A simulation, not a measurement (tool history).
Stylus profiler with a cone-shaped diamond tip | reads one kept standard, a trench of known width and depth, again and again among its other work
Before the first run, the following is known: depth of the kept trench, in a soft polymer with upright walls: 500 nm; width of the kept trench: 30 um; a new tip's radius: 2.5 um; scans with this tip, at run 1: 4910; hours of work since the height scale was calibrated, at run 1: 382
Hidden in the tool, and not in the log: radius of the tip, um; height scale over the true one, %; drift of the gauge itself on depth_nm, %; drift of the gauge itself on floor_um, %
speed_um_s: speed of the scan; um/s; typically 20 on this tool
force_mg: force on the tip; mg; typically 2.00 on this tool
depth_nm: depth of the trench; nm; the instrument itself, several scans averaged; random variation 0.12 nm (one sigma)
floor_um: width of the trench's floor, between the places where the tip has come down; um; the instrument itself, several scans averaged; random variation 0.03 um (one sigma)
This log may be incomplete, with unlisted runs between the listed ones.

run	day	speed_um_s	force_mg	scans with this tip	hours of work since the height scale was calibrated	depth_nm	floor_um
1	0.000	20	2.00	4910	382	503.05	26.37
2	0.617	20	2.00	5003	390	503.04	26.36
3	1.083	20	2.00	5073	395	503.26	26.31
4	1.904	69	2.00	5197	405	503.11	26.15
5	2.550	69	2.00	5294	412	503.04	26.09
# day 2.617: height scale calibrated on a step standard
6	3.375	20	2.00	5416	9	503.07	26.31
7	3.912	20	2.00	5497	15	502.95	26.27
8	4.454	5	2.00	5579	22	502.91	26.30
9	5.362	5	2.00	5716	32	502.86	26.35
10	5.988	9	4.35	5810	40	505.33	26.36
11	6.654	9	4.35	5911	47	505.10	26.31
# day 7.596: height scale calibrated on a step standard, once more
12	7.596	15	2.00	6050	0	503.64	26.21
13	8.571	10	3.88	6197	11	505.42	26.26
14	9.525	19	2.62	6341	23	504.30	26.19

What if the next run were any one of these 5? Each begins from the tool's condition after run 14:
A	10.238	6	1.47	6449	31	?	?
B	10.238	11	4.59	6449	31	?	?
C	10.238	5	2.62	6449	31	?	?
D	10.238	42	0.95	6449	31	?	?
E	10.238	20	1.55	6449	31	?	?

run	depth_nm	floor_um
A	502.88	26.26
B	505.97	26.21
C	504.22	26.25
D	502.47	26.06
E	502.82	26.17
With the hidden condition removed and each run's random variation left untouched, the same runs would have given:
run	depth_nm	floor_um
A	502.67	26.99
B	505.75	26.94
C	504.01	26.98
D	502.26	26.79
E	502.61	26.89

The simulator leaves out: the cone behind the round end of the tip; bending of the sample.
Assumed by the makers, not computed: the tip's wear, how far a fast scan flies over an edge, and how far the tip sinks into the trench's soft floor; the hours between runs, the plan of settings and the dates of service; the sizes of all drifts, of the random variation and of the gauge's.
